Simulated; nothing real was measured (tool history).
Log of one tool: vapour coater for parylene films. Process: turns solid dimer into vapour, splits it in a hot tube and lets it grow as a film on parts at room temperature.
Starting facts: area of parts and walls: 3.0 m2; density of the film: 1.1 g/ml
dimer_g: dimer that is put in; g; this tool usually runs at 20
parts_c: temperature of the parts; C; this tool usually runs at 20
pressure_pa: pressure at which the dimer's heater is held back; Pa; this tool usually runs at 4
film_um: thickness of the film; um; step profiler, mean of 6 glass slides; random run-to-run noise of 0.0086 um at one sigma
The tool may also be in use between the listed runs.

| run | hour | dimer_g | parts_c | pressure_pa | film_um |
|---|---|---|---|---|---|
| 1 | 0 | 20 | 20 | 4 | 4.256 |
| 2 | 61.9 | 20 | 20 | 4 | 4.257 |
| 3 | 131.1 | 20 | 18 | 4 | 4.52 |
| 4 | 210.3 | 27 | 20 | 4 | 5.729 |
| 5 | 287.6 | 25 | 20 | 4 | 5.333 |
| 6 | 346.2 | 25 | 20 | 4 | 5.329 |
| 7 | 409 | 25 | 20 | 4 | 5.326 |
| 8 | 479.3 | 20 | 20 | 4 | 4.26 |
|  | 501 | trap's valve overhauled |
| 9 | 545.5 | 20 | 20 | 4 | 4.255 |
| 10 | 608.1 | 20 | 31 | 4 | 3.081 |
| 11 | 640.7 | 20 | 31 | 4 | 3.066 |
| 12 | 683.3 | 20 | 31 | 4 | 3.071 |
| 13 | 739.6 | 16 | 31 | 4 | 2.462 |
|  | 750.6 | table's thermometer calibrated |
| 14 | 814 | 16 | 28 | 4 | 2.688 |
| 15 | 866.9 | 18 | 15 | 4 | 4.439 |
| 16 | 939.4 | 18 | 15 | 4 | 4.448 |
| 17 | 1015.4 | 11 | 20 | 2.63 | 2.469 |
| 18 | 1075.5 | 11 | 20 | 2.63 | 2.466 |
| 19 | 1146.4 | 12 | 12 | 3.96 | 3.249 |
| 20 | 1184.9 | 20 | 15 | 2.91 | 5.138 |
| 21 | 1229.7 | 17 | 20 | 4 | 3.599 |

The next listed run, before its measurement:
|  | 1283.6 | trap's valve overhauled |
| 22 | 1283.6 | 17 | 20 | 4 | ? |

film_um: 3.621 um
On a tool with no hidden condition, and with the same random variation, this run would have come out at film_um 3.621 um.
